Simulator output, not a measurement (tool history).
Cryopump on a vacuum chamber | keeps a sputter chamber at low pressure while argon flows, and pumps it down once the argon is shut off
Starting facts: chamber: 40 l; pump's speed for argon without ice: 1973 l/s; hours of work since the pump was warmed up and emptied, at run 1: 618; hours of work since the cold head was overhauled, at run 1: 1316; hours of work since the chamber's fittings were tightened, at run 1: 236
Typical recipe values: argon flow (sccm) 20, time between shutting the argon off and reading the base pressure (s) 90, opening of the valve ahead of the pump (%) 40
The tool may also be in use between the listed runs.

| run | hour | argon flow (sccm) | time between shutting the argon off and reading the base pressure (s) | opening of the valve ahead of the pump (%) | hours of work since the pump was warmed up and emptied | hours of work since the cold head was overhauled | hours of work since the chamber's fittings were tightened | pressure while argon flows (Pa) | pressure after the wait (uPa) |
|---|---|---|---|---|---|---|---|---|---|
| 1 | 0.0 | 20 | 90 | 40 | 618 | 1316 | 236 | 0.0466 | 0.68 |
| 2 | 46.4 | 20 | 90 | 40 | 643 | 1342 | 261 | 0.0468 | 0.66 |
|  | 63.8 | pump warmed up, emptied and cooled again |
| 3 | 118.3 | 20 | 90 | 40 | 30 | 1378 | 298 | 0.0436 | 0.65 |
| 4 | 195.3 | 20 | 90 | 40 | 72 | 1420 | 340 | 0.0433 | 0.67 |
| 5 | 249.1 | 20 | 90 | 40 | 101 | 1449 | 369 | 0.0442 | 0.67 |
| 6 | 287.6 | 20 | 90 | 40 | 122 | 1470 | 390 | 0.0440 | 0.71 |
| 7 | 357.7 | 11 | 90 | 40 | 160 | 1509 | 428 | 0.0238 | 0.72 |
| 8 | 428.2 | 20 | 90 | 35 | 199 | 1547 | 467 | 0.0509 | 0.73 |
| 9 | 507.8 | 20 | 90 | 35 | 242 | 1590 | 510 | 0.0509 | 0.72 |
| 10 | 580.6 | 20 | 191 | 35 | 282 | 1630 | 550 | 0.0502 | 0.54 |
| 11 | 619.6 | 9 | 133 | 40 | 303 | 1651 | 571 | 0.0204 | 0.66 |
| 12 | 692.1 | 30 | 113 | 26 | 342 | 1691 | 610 | 0.1022 | 0.70 |
| 13 | 768.2 | 30 | 113 | 26 | 384 | 1732 | 652 | 0.1028 | 0.69 |
| 14 | 819.8 | 14 | 25 | 20 | 412 | 1760 | 680 | 0.0617 | 1.87 |
| 15 | 884.2 | 18 | 31 | 26 | 447 | 1795 | 715 | 0.0629 | 1.57 |
| 16 | 930.8 | 18 | 31 | 26 | 472 | 1821 | 741 | 0.0622 | 1.63 |
| 17 | 978.5 | 18 | 57 | 48 | 498 | 1847 | 767 | 0.0352 | 1.13 |
| 18 | 1030.6 | 36 | 70 | 50 | 527 | 1875 | 795 | 0.0672 | 0.98 |

4 ways to go on from here, each from the tool as it stands after run 18. What would each give?
| A | 1097.5 | 36 | 38 | 27 | 563 | 1912 | 831 | ? | ? |
| B | 1097.5 | 36 | 227 | 45 | 563 | 1912 | 831 | ? | ? |
| C | 1097.5 | 36 | 31 | 50 | 563 | 1912 | 831 | ? | ? |
| D | 1097.5 | 36 | 70 | 31 | 563 | 1912 | 831 | ? | ? |

| run | pressure while argon flows (Pa) | pressure after the wait (uPa) |
|---|---|---|
| A | 0.1195 | 1.45 |
| B | 0.0760 | 0.62 |
| C | 0.0683 | 1.64 |
| D | 0.1072 | 1.02 |
What these runs would have given with no unlogged condition in the tool:
| run | pressure while argon flows (Pa) | pressure after the wait (uPa) |
|---|---|---|
| A | 0.1130 | 1.13 |
| B | 0.0695 | 0.31 |
| C | 0.0618 | 1.32 |
| D | 0.1006 | 0.71 |
